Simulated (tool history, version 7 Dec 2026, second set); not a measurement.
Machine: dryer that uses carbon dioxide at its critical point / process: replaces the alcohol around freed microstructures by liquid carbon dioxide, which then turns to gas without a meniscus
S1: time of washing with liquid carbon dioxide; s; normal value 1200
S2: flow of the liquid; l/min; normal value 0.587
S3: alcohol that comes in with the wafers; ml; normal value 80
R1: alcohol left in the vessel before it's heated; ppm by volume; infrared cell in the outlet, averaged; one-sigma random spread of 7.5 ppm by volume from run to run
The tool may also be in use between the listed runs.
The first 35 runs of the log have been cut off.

run,hour,S1,S2,S3,R1
36,1553.4,1260,0.536,26,406
# hour 1589.3: inlet filter changed
37,1594.5,720,0.536,38,1584
38,1619.3,1860,0.431,22,164
39,1646.7,1860,0.431,22,170
40,1686.1,1860,0.442,80,307
41,1726.0,1560,0.842,41,124
42,1753.7,1020,0.353,80,4143
43,1800.9,1200,0.605,53,392
# hour 1838.4: purifier's bed changed
44,1851.6,1020,0.605,53,570
45,1893.6,1020,0.527,27,507
46,1939.2,1320,0.453,98,1267

What if the next run were any one of these 5? Each begins from the tool's condition after run 46:
A,1970.3,1260,0.453,20,?
B,1970.3,960,0.453,92,?
C,1970.3,1440,0.503,56,?
D,1970.3,1320,0.667,100,?
E,1970.3,1200,0.587,92,?

run,R1
A,338
B,3306
C,375
D,267
E,683
Stripped of hidden state, with their random variation kept, the same runs would have yielded:
run,R1
A,230
B,2510
C,233
D,150
E,432

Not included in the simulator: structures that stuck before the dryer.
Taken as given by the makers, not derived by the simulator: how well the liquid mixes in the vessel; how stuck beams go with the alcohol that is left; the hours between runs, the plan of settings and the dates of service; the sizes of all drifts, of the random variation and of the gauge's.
